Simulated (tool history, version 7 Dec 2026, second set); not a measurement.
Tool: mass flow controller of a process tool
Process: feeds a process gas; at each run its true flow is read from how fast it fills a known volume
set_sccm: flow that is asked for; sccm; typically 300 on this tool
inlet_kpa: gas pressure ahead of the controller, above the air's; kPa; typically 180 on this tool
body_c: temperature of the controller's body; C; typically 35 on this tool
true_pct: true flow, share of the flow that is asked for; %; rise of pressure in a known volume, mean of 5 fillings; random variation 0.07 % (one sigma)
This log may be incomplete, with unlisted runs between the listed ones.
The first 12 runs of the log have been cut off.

run,hour,set_sccm,inlet_kpa,body_c,true_pct
13,1444.0,148,180,35,100.96
14,1610.5,148,180,35,101.20
15,1748.6,148,180,35,101.49
16,1835.1,148,180,35,101.48
# hour 1856.1: gauge calibrated
17,1931.8,300,180,40,99.90
18,2033.4,679,208,35,100.71
19,2115.0,679,208,35,100.68
20,2271.7,679,230,33,100.87
# hour 2303.6: controller's zero set anew
21,2453.6,372,209,36,100.53
22,2641.7,372,143,22,98.73
23,2796.9,557,268,28,101.16
24,2937.6,220,180,23,99.11
25,3111.2,220,180,23,99.39
26,3232.8,791,236,24,101.59
27,3378.8,791,236,24,101.87
28,3462.4,791,236,24,101.97
29,3585.1,791,236,24,102.15
30,3760.4,791,236,24,102.56
31,3879.4,791,236,35,104.01
32,3976.5,791,236,35,104.10

Each row is a separate what-if for the run after 32, all from the same tool condition, not one after another. Results?
A,4154.9,765,236,31,?
B,4154.9,241,275,35,?
C,4154.9,119,156,35,?
D,4154.9,791,190,26,?

run,true_pct
A,103.80
B,103.19
C,101.82
D,102.99
Without the tool's hidden state the same runs would have given:
run,true_pct
A,100.36
B,99.77
C,98.44
D,99.58

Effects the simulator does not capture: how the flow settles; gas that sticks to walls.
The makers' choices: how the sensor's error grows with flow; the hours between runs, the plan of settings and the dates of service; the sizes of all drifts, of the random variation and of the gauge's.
